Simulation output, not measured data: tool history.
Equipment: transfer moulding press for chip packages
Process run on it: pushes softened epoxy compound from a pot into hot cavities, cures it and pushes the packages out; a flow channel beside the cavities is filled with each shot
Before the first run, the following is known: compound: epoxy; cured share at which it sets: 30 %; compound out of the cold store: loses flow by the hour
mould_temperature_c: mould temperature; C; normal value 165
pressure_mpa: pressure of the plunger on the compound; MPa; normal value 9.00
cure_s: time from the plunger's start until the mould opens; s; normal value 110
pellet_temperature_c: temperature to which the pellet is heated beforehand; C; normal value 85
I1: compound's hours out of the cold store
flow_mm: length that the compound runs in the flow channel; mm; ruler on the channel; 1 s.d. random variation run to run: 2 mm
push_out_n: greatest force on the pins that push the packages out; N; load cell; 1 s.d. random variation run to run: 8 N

run 1 day=0.000 | mould_temperature_c=165 pressure_mpa=9.00 cure_s=110 pellet_temperature_c=85 | I1=20.7 | flow_mm=779 push_out_n=574
-- day=1.938 cavities cleaned with cleaning compound and waxed
run 2 day=2.925 | mould_temperature_c=165 pressure_mpa=9.00 cure_s=110 pellet_temperature_c=85 | I1=36.8 | flow_mm=729 push_out_n=739
run 3 day=6.417 | mould_temperature_c=165 pressure_mpa=9.00 cure_s=110 pellet_temperature_c=85 | I1=22.8 | flow_mm=765 push_out_n=732
-- day=7.625 cavities cleaned with cleaning compound and waxed
run 4 day=8.738 | mould_temperature_c=165 pressure_mpa=9.00 cure_s=110 pellet_temperature_c=85 | I1=27.2 | flow_mm=751 push_out_n=423
run 5 day=11.742 | mould_temperature_c=165 pressure_mpa=9.00 cure_s=110 pellet_temperature_c=85 | I1=17.7 | flow_mm=780 push_out_n=584
-- day=13.175 cavities cleaned with cleaning compound and waxed
run 6 day=14.888 | mould_temperature_c=165 pressure_mpa=9.00 cure_s=110 pellet_temperature_c=85 | I1=43.3 | flow_mm=698 push_out_n=470
-- day=16.717 cavities cleaned with cleaning compound and waxed, once more
run 7 day=16.771 | mould_temperature_c=165 pressure_mpa=9.00 cure_s=110 pellet_temperature_c=85 | I1=37.9 | flow_mm=707 push_out_n=352
run 8 day=19.771 | mould_temperature_c=165 pressure_mpa=9.00 cure_s=110 pellet_temperature_c=85 | I1=34.8 | flow_mm=714 push_out_n=529
run 9 day=21.888 | mould_temperature_c=165 pressure_mpa=9.00 cure_s=110 pellet_temperature_c=85 | I1=8.9 | flow_mm=792 push_out_n=608
-- day=22.371 cavities cleaned with cleaning compound and waxed
run 10 day=23.508 | mould_temperature_c=165 pressure_mpa=9.00 cure_s=110 pellet_temperature_c=85 | I1=31.4 | flow_mm=719 push_out_n=434
-- day=24.067 plunger's sealing rings changed
run 11 day=26.608 | mould_temperature_c=166 pressure_mpa=9.00 cure_s=110 pellet_temperature_c=85 | I1=14.4 | flow_mm=806 push_out_n=551
-- day=28.233 mould's thermocouples calibrated
-- day=28.296 cavities cleaned with cleaning compound and waxed
run 12 day=28.433 | mould_temperature_c=165 pressure_mpa=9.00 cure_s=110 pellet_temperature_c=85 | I1=12.2 | flow_mm=815 push_out_n=383
run 13 day=31.646 | mould_temperature_c=165 pressure_mpa=9.00 cure_s=110 pellet_temperature_c=85 | I1=25.1 | flow_mm=770 push_out_n=557
run 14 day=33.512 | mould_temperature_c=165 pressure_mpa=9.00 cure_s=110 pellet_temperature_c=85 | I1=32.9 | flow_mm=744 push_out_n=605
-- day=34.067 cavities cleaned with cleaning compound and waxed
run 15 day=35.938 | mould_temperature_c=165 pressure_mpa=9.00 cure_s=110 pellet_temperature_c=85 | I1=38.8 | flow_mm=724 push_out_n=472
run 16 day=38.283 | mould_temperature_c=165 pressure_mpa=9.00 cure_s=110 pellet_temperature_c=85 | I1=17.7 | flow_mm=785 push_out_n=570
-- day=39.725 cavities cleaned with cleaning compound and waxed
run 17 day=40.854 | mould_temperature_c=165 pressure_mpa=9.00 cure_s=110 pellet_temperature_c=90 | I1=23.6 | flow_mm=757 push_out_n=438
run 18 day=43.467 | mould_temperature_c=165 pressure_mpa=9.00 cure_s=133 pellet_temperature_c=85 | I1=21.5 | flow_mm=763 push_out_n=522
-- day=45.417 cavities cleaned with cleaning compound and waxed
run 19 day=46.521 | mould_temperature_c=167 pressure_mpa=10.90 cure_s=111 pellet_temperature_c=80 | I1=25.3 | flow_mm=821 push_out_n=423
run 20 day=49.212 | mould_temperature_c=165 pressure_mpa=10.90 cure_s=111 pellet_temperature_c=80 | I1=8.6 | flow_mm=882 push_out_n=563
-- day=51.008 cavities cleaned with cleaning compound and waxed
run 21 day=52.050 | mould_temperature_c=165 pressure_mpa=8.29 cure_s=111 pellet_temperature_c=95 | I1=37.0 | flow_mm=683 push_out_n=428
run 22 day=54.308 | mould_temperature_c=165 pressure_mpa=8.29 cure_s=111 pellet_temperature_c=95 | I1=39.5 | flow_mm=669 push_out_n=521
run 23 day=56.017 | mould_temperature_c=160 pressure_mpa=8.49 cure_s=111 pellet_temperature_c=81 | I1=40.3 | flow_mm=689 push_out_n=676
-- day=56.575 cavities cleaned with cleaning compound and waxed
-- day=56.912 plunger's sealing rings changed
run 24 day=57.650 | mould_temperature_c=160 pressure_mpa=8.49 cure_s=111 pellet_temperature_c=81 | I1=15.0 | flow_mm=795 push_out_n=488
run 25 day=60.804 | mould_temperature_c=166 pressure_mpa=10.81 cure_s=111 pellet_temperature_c=93 | I1=13.3 | flow_mm=881 push_out_n=553

For run 26, what comes out?
-- day=62.412 cavities cleaned with cleaning compound and waxed
-- day=63.050 mould's thermocouples calibrated
run 26 day=63.758 | mould_temperature_c=163 pressure_mpa=9.00 cure_s=110 pellet_temperature_c=86 | I1=46.2 | flow_mm=? push_out_n=?

flow_mm: 713 mm
push_out_n: 439 N
With the hidden condition absent and the run-to-run variation left alone, this run would have shown flow_mm 720 mm, push_out_n 340 N.
